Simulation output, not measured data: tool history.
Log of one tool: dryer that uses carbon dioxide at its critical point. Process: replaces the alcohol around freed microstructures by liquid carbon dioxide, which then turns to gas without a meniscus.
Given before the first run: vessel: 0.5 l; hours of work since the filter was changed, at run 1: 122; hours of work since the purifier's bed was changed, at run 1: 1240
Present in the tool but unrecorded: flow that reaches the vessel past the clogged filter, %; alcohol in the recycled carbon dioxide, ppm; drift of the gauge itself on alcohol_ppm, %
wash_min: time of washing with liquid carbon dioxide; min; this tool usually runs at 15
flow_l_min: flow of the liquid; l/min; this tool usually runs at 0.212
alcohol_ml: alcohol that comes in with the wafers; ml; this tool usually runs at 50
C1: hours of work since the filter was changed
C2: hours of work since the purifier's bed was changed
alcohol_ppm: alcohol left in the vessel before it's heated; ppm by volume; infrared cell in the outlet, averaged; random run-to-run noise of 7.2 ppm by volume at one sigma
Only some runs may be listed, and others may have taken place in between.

{"run": 1, "hour": 0.0, "wash_min": 15, "flow_l_min": 0.212, "alcohol_ml": 50, "C1": 122, "C2": 1240, "alcohol_ppm": 631}
{"run": 2, "hour": 42.6, "wash_min": 12, "flow_l_min": 0.212, "alcohol_ml": 50, "C1": 156, "C2": 1273, "alcohol_ppm": 1497}
{"run": 3, "hour": 80.7, "wash_min": 12, "flow_l_min": 0.212, "alcohol_ml": 50, "C1": 186, "C2": 1304, "alcohol_ppm": 1514}
{"hour": 91.3, "done": "purifier's bed changed"}
{"run": 4, "hour": 103.6, "wash_min": 12, "flow_l_min": 0.212, "alcohol_ml": 50, "C1": 202, "C2": 10, "alcohol_ppm": 1310}
{"run": 5, "hour": 123.4, "wash_min": 12, "flow_l_min": 0.212, "alcohol_ml": 50, "C1": 218, "C2": 26, "alcohol_ppm": 1329}
{"run": 6, "hour": 158.0, "wash_min": 12, "flow_l_min": 0.212, "alcohol_ml": 50, "C1": 246, "C2": 53, "alcohol_ppm": 1390}
{"run": 7, "hour": 179.8, "wash_min": 12, "flow_l_min": 0.212, "alcohol_ml": 50, "C1": 263, "C2": 70, "alcohol_ppm": 1373}
{"run": 8, "hour": 220.9, "wash_min": 15, "flow_l_min": 0.212, "alcohol_ml": 50, "C1": 296, "C2": 103, "alcohol_ppm": 498}
{"run": 9, "hour": 251.8, "wash_min": 11, "flow_l_min": 0.194, "alcohol_ml": 25, "C1": 320, "C2": 128, "alcohol_ppm": 1447}

Run 10, settings as shown, results not yet in. Your forecast:
{"run": 10, "hour": 293.4, "wash_min": 16, "flow_l_min": 0.312, "alcohol_ml": 37, "C1": 353, "C2": 161, "alcohol_ppm": "?"}

Run 10 measured alcohol_ppm 57 ppm by volume.
Were there no unlogged condition in the tool, this run, its random variation unchanged, would have produced alcohol_ppm 13 ppm by volume.
